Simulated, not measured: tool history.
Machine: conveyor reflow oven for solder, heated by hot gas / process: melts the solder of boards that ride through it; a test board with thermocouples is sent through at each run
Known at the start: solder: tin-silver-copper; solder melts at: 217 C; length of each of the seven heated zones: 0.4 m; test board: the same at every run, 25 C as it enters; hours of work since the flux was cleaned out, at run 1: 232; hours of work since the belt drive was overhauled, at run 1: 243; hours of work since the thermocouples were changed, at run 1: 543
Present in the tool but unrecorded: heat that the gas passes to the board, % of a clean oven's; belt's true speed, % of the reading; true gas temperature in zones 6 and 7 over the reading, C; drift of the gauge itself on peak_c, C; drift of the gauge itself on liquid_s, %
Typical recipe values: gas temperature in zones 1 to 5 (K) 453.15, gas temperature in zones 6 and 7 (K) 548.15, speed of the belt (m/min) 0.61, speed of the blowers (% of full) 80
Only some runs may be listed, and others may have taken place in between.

run	hour	gas temperature in zones 1 to 5 (K)	gas temperature in zones 6 and 7 (K)	speed of the belt (m/min)	speed of the blowers (% of full)	hours of work since the flux was cleaned out	hours of work since the belt drive was overhauled	hours of work since the thermocouples were changed	highest temperature of the board (K)	time above the solder's melting point (s)
1	0	453.15	548.15	0.61	80	232	243	543	533.55	66.8
2	14.7	453.15	548.15	0.61	80	238	249	549	534.15	66.6
3	25.7	453.15	548.15	0.61	80	243	253	553	534.05	66.7
# hour 33.1: flux residue cleaned out of gas plates and filters
4	44	453.15	548.15	0.61	80	4	259	559	534.25	67.1
5	57.9	453.15	548.15	0.61	80	10	264	564	534.05	67
6	72	453.15	548.15	0.61	80	16	270	570	533.85	67
7	96.1	453.15	548.15	0.61	80	26	280	580	534.35	66.7
8	110.6	453.15	548.15	0.61	80	32	286	586	533.85	67.1
9	127.6	453.15	548.15	0.61	80	38	293	593	533.65	66.8
10	143.5	453.15	548.15	0.61	80	45	299	599	534.15	66.9
11	167.9	453.15	548.15	0.61	80	55	309	609	534.15	67
12	194	462.15	562.15	0.61	80	65	320	620	547.55	76.4
13	207.7	462.15	562.15	0.61	80	71	325	625	548.15	75.9
14	231.2	439.15	539.15	0.674	72	81	335	635	518.15	44
15	252.5	441.15	551.15	0.61	80	89	344	644	534.85	62.9
16	263.3	441.15	547.15	0.66	80	94	348	648	528.55	54.3
17	289.3	465.15	547.15	0.63	80	104	358	659	533.95	69.7
18	315.1	465.15	547.15	0.63	80	115	369	669	534.15	69.4
19	331.4	465.15	547.15	0.63	80	121	376	676	533.95	69.2
20	345.9	465.15	547.15	0.63	80	127	382	682	534.45	69.3

3 ways to go on from here, each from the tool as it stands after run 20. What would each give?
A	361.3	457.15	548.15	0.642	84	134	388	688	?	?
B	361.3	465.15	548.15	0.511	80	134	388	688	?	?
C	361.3	465.15	547.15	0.6	85	134	388	688	?	?

run	highest temperature of the board (K)	time above the solder's melting point (s)
A	534.45	64.7
B	539.95	89.2
C	536.55	74.4
With the hidden condition removed and each run's random variation left untouched, the same runs would have given:
run	highest temperature of the board (K)	time above the solder's melting point (s)
A	534.45	64.7
B	539.95	89.2
C	536.65	74.4
